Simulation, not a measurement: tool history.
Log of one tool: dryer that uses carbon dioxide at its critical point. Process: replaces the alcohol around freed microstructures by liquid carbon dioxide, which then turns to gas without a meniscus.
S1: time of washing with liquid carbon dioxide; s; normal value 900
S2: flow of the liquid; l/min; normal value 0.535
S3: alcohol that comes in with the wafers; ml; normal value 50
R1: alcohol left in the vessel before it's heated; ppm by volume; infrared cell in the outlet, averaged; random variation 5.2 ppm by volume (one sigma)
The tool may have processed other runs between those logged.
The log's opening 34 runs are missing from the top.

| run | hour | S1 | S2 | S3 | R1 |
|---|---|---|---|---|---|
| 35 | 273.6 | 600 | 0.535 | 79 | 1684 |
| 36 | 282.3 | 780 | 0.631 | 25 | 131 |
| 37 | 288.1 | 780 | 0.631 | 25 | 141 |
| 38 | 294.4 | 780 | 0.631 | 25 | 133 |
| 39 | 299.9 | 1320 | 0.391 | 24 | 115 |
| 40 | 308.8 | 840 | 0.535 | 50 | 289 |
| 41 | 315.7 | 840 | 0.559 | 29 | 177 |
| 42 | 323.8 | 840 | 0.559 | 29 | 189 |
| 43 | 328.5 | 720 | 0.535 | 50 | 552 |
| 44 | 335.3 | 900 | 0.373 | 65 | 1252 |
| 45 | 345.2 | 660 | 0.73 | 68 | 282 |
| 46 | 354.4 | 660 | 0.73 | 68 | 308 |

Consider 5 possible next runs. They are alternatives, not a sequence: every one starts from the tool as it was left by run 46. What does each give?
| A | 360.9 | 900 | 0.502 | 50 | ? |
| B | 360.9 | 660 | 0.387 | 71 | ? |
| C | 360.9 | 1080 | 0.535 | 87 | ? |
| D | 360.9 | 660 | 0.679 | 95 | ? |
| E | 360.9 | 660 | 0.479 | 68 | ? |

| run | R1 |
|---|---|
| A | 305 |
| B | 3467 |
| C | 173 |
| D | 510 |
| E | 1678 |
With the hidden condition removed and each run's random variation left untouched, the same runs would have given:
| run | R1 |
|---|---|
| A | 149 |
| B | 2643 |
| C | 59 |
| D | 282 |
| E | 1178 |

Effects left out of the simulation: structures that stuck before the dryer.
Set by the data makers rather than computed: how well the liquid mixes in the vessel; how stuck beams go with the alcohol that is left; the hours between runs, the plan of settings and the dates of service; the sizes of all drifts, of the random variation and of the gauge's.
